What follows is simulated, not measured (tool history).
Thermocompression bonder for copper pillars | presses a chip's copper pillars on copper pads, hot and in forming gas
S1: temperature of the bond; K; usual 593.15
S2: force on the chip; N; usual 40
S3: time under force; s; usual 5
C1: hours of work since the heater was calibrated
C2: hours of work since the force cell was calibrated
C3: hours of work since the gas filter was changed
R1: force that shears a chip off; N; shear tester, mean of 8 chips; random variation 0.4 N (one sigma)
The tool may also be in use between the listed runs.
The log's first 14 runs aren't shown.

run,hour,S1,S2,S3,C1,C2,C3,R1
15,1047.1,593.15,40,5,1094,737,117,99.3
16,1118.2,596.15,40,5,1124,767,147,100.7
17,1170.2,596.15,40,5,1146,790,170,99.1
# hour 1234.4: force cell calibrated
18,1256.2,596.15,40,5,1183,9,206,94.4
# hour 1306.6: forming gas filter changed
19,1320.7,593.15,35,5,1210,37,6,90.2
20,1373.2,593.15,35,5,1233,59,29,89.2
# hour 1382: heater calibrated with a thermocouple chip
21,1416,593.15,46,3,15,77,46,98.1
22,1484.6,593.15,46,3,44,106,75,98.3
# hour 1534.1: heater calibrated with a thermocouple chip, once more
23,1536.9,590.15,51,4,1,128,97,98
24,1600.8,590.15,51,4,29,155,124,97
25,1649.1,590.15,51,4,49,176,145,97.1
26,1703.9,569.15,40,11,73,199,169,91
27,1779.4,602.15,24,5,105,232,201,62.5
28,1832.3,587.15,31,4,128,254,224,63.5
# hour 1838.9: forming gas filter changed
29,1905.4,620.15,41,4,159,285,28,107.1
30,1961.7,609.15,40,8,183,310,53,113.8
31,2033.2,609.15,32,8,214,340,83,99.3
32,2113.8,609.15,32,3,248,375,118,75.9
33,2179.7,606.15,45,8,276,403,146,115.1
34,2241.8,579.15,45,3,303,430,173,76.4
35,2308.2,579.15,45,3,331,458,201,76.1
36,2354.4,620.15,40,15,351,478,221,121.6
# hour 2367.1: forming gas filter changed
37,2419.3,620.15,40,15,379,505,22,130.5
38,2472.1,615.15,57,15,402,528,45,134.6

3 ways to go on from here, each from the tool as it stands after run 38. What would each give?
A,2512.9,615.15,30,3,419,546,63,?
B,2512.9,593.15,40,4,419,546,63,?
C,2512.9,573.15,52,5,419,546,63,?

run,R1
A,79.5
B,89.8
C,98.9
Without the tool's hidden state the same runs would have given:
run,R1
A,75.2
B,85.6
C,94.8

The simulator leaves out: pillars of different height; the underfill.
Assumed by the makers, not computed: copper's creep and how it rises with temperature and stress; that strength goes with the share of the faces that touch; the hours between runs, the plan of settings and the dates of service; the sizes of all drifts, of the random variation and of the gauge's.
